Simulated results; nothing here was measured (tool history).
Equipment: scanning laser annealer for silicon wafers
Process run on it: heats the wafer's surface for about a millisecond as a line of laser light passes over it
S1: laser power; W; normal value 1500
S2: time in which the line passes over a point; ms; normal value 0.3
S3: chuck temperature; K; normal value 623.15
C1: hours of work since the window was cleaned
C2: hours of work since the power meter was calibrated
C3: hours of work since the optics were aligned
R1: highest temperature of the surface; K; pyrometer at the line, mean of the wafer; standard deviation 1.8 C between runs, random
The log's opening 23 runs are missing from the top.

run,hour,S1,S2,S3,C1,C2,C3,R1
24,1738.1,1288,0.288,630.15,102,3213,940,1228.15
25,1806.5,1500,0.295,602.15,143,3255,981,1323.15
26,1867.4,1500,0.295,602.15,181,3292,1018,1319.15
27,1910.1,1497,0.308,636.15,207,3318,1044,1366.15
28,1997.5,1497,0.308,636.15,260,3371,1098,1366.15
29,2051.5,1500,0.3,655.15,293,3404,1131,1376.15
30,2120.6,1500,0.3,604.15,335,3446,1173,1325.15
31,2189.4,1539,0.323,655.15,377,3488,1215,1421.15
32,2289.1,1359,0.229,596.15,438,3549,1276,1164.15

Consider 3 possible next runs. They are alternatives, not a sequence: every one starts from the tool as it was left by run 32. What does each give?
A,2334.4,1546,0.243,662.15,466,3577,1303,?
B,2334.4,1500,0.35,586.15,466,3577,1303,?
C,2334.4,1359,0.271,646.15,466,3577,1303,?

run,R1
A,1336.15
B,1350.15
C,1250.15
Stripped of hidden state, with their random variation kept, the same runs would have yielded:
run,R1
A,1350.15
B,1366.15
C,1262.15
